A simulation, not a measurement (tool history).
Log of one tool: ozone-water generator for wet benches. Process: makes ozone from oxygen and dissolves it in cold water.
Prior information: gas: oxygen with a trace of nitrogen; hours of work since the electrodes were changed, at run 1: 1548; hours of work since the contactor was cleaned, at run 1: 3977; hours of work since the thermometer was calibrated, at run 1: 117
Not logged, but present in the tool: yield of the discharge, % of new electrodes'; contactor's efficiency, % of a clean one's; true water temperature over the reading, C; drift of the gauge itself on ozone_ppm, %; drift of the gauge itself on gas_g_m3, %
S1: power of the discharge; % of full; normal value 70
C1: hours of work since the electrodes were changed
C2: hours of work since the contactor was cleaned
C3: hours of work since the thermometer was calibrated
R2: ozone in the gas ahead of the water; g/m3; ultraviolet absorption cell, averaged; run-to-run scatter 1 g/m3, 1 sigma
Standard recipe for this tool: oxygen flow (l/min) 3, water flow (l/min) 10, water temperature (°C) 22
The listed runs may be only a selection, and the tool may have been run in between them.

Run 1, hour 0: usual settings; C1 1548; C2 3977; C3 117. Result: dissolved ozone (ppm) 15.7, R2 165.8 g/m3.
Run 2, hour 33.7: usual settings but water temperature (°C) 18; C1 1579; C2 4008; C3 148. Result: dissolved ozone (ppm) 16.8, R2 164.4 g/m3.
Run 3, hour 73.6: usual settings but water temperature (°C) 18; C1 1617; C2 4045; C3 185. Result: dissolved ozone (ppm) 16.7, R2 165.1 g/m3.
Run 4, hour 113.7: usual settings but water temperature (°C) 18; C1 1654; C2 4083; C3 223. Result: dissolved ozone (ppm) 16.4, R2 166 g/m3.
Run 5, hour 145.8: usual settings but water temperature (°C) 18; C1 1684; C2 4113; C3 253. Result: dissolved ozone (ppm) 16.6, R2 166.3 g/m3.
Run 6, hour 173.5: usual settings but water temperature (°C) 18; C1 1710; C2 4139; C3 279. Result: dissolved ozone (ppm) 16.7, R2 165.2 g/m3.
Run 7, hour 209.7: usual settings but S1 64 % of full; C1 1744; C2 4173; C3 313. Result: dissolved ozone (ppm) 14.9, R2 156 g/m3.
Run 8, hour 227.3: usual settings; C1 1761; C2 4189; C3 329. Result: dissolved ozone (ppm) 15.6, R2 165.7 g/m3.
Run 9, hour 253.5: usual settings; C1 1785; C2 4214; C3 354. Result: dissolved ozone (ppm) 15.4, R2 162.8 g/m3.
Run 10, hour 288.5: usual settings; C1 1818; C2 4246; C3 386. Result: dissolved ozone (ppm) 15.4, R2 162.5 g/m3.
Run 11, hour 326.4: usual settings; C1 1853; C2 4282; C3 422. Result: dissolved ozone (ppm) 15.6, R2 162.5 g/m3.
Run 12, hour 347.1: usual settings; C1 1873; C2 4301; C3 441. Result: dissolved ozone (ppm) 15.3, R2 162.3 g/m3.
Run 13, hour 383: usual settings; C1 1906; C2 4335; C3 475. Result: dissolved ozone (ppm) 15.2, R2 161.7 g/m3.
Run 14, hour 413: usual settings; C1 1934; C2 4363; C3 503. Result: dissolved ozone (ppm) 15.5, R2 162.1 g/m3.
Run 15, hour 436.1: usual settings but water temperature (°C) 15; C1 1956; C2 4384; C3 524. Result: dissolved ozone (ppm) 17.1, R2 162.7 g/m3.
Run 16, hour 472.5: usual settings; C1 1990; C2 4419; C3 558. Result: dissolved ozone (ppm) 15.1, R2 164 g/m3.
Run 17, hour 497.5: usual settings; C1 2013; C2 4442; C3 582. Result: dissolved ozone (ppm) 15.2, R2 162.8 g/m3.
Run 18, hour 523.8: usual settings but S1 66 % of full; C1 2038; C2 4466; C3 606. Result: dissolved ozone (ppm) 14.7, R2 155.9 g/m3.
Run 19, hour 542: usual settings but water temperature (°C) 30; C1 2055; C2 4484; C3 623. Result: dissolved ozone (ppm) 13.4, R2 162.7 g/m3.
Run 20, hour 583.7: usual settings but S1 76 % of full, water flow (l/min) 7, water temperature (°C) 30; C1 2094; C2 4523; C3 662. Result: dissolved ozone (ppm) 17.5, R2 171.2 g/m3.
Run 21, hour 620.4: usual settings but S1 76 % of full, water flow (l/min) 7, water temperature (°C) 16; C1 2128; C2 4557; C3 697. Result: dissolved ozone (ppm) 22.8, R2 170.1 g/m3.
Run 22, hour 655: usual settings but S1 63 % of full, water flow (l/min) 11; C1 2161; C2 4589; C3 729. Result: dissolved ozone (ppm) 13.2, R2 151 g/m3.
Run 23, hour 679.1: usual settings but S1 63 % of full, water flow (l/min) 11; C1 2183; C2 4612; C3 752. Result: dissolved ozone (ppm) 13.2, R2 151 g/m3.
Run 24, hour 707: usual settings but S1 85 % of full, oxygen flow (l/min) 5.3, water flow (l/min) 9, water temperature (°C) 16; C1 2209; C2 4638; C3 778. Result: dissolved ozone (ppm) 17.9, R2 124.2 g/m3.
Run 25, hour 735.8: usual settings but S1 42 % of full, oxygen flow (l/min) 2.07, water flow (l/min) 9, water temperature (°C) 29; C1 2236; C2 4665; C3 805. Result: dissolved ozone (ppm) 11.4, R2 151.6 g/m3.
Run 26, hour 758: usual settings but S1 42 % of full, oxygen flow (l/min) 2.07, water flow (l/min) 9, water temperature (°C) 29; C1 2257; C2 4686; C3 825. Result: dissolved ozone (ppm) 11.4, R2 150.9 g/m3.
Run 27, hour 782.2: usual settings but S1 42 % of full, oxygen flow (l/min) 2.07, water flow (l/min) 9, water temperature (°C) 29; C1 2279; C2 4708; C3 848. Result: dissolved ozone (ppm) 11.3, R2 152.5 g/m3.
Run 28, hour 818.2: usual settings but S1 42 % of full, oxygen flow (l/min) 2.07, water flow (l/min) 9, water temperature (°C) 29; C1 2313; C2 4742; C3 882. Result: dissolved ozone (ppm) 11.6, R2 151.5 g/m3.
Run 29, hour 846.3: usual settings but S1 41 % of full, water flow (l/min) 7; C1 2339; C2 4768; C3 908. Result: dissolved ozone (ppm) 13.9, R2 115.3 g/m3.
Run 30, hour 886.5: usual settings but S1 86 % of full, oxygen flow (l/min) 4.91, water flow (l/min) 11; C1 2377; C2 4806; C3 946. Result: dissolved ozone (ppm) 13.9, R2 129.8 g/m3.
Run 31, hour 908.2: usual settings but S1 86 % of full, oxygen flow (l/min) 1.61, water flow (l/min) 11, water temperature (°C) 19; C1 2397; C2 4826; C3 966. Result: dissolved ozone (ppm) 16.9, R2 273.8 g/m3.
Run 32, hour 934: usual settings but S1 59 % of full, oxygen flow (l/min) 1.7, water flow (l/min) 15, water temperature (°C) 27; C1 2421; C2 4850; C3 990. Result: dissolved ozone (ppm) 9.2, R2 212.8 g/m3.

Here are 4 independent what-if runs from the current tool condition. What would each one return?
Run A, hour 952.4: usual settings but S1 69 % of full, oxygen flow (l/min) 5.32, water flow (l/min) 8, water temperature (°C) 27; C1 2439; C2 4867; C3 1007. Result: dissolved ozone (ppm) ?, R2 ?.
Run B, hour 952.4: usual settings but S1 47 % of full, oxygen flow (l/min) 1.7, water flow (l/min) 15, water temperature (°C) 26; C1 2439; C2 4867; C3 1007. Result: dissolved ozone (ppm) ?, R2 ?.
Run C, hour 952.4: usual settings but S1 93 % of full, oxygen flow (l/min) 3.03, water flow (l/min) 12; C1 2439; C2 4867; C3 1007. Result: dissolved ozone (ppm) ?, R2 ?.
Run D, hour 952.4: usual settings but S1 88 % of full, oxygen flow (l/min) 1.7, water flow (l/min) 13, water temperature (°C) 27; C1 2439; C2 4867; C3 1007. Result: dissolved ozone (ppm) ?, R2 ?.

run  dissolved ozone (ppm)     R2
  A                     13  107.1
  B                    8.1  182.9
  C                   15.1  186.6
  D                   13.5  265.3
Without the tool's hidden state the same runs would have given:
run  dissolved ozone (ppm)     R2
  A                   15.9  118.7
  B                    9.8  197.7
  C                   19.1    211
  D                   17.1  298.9
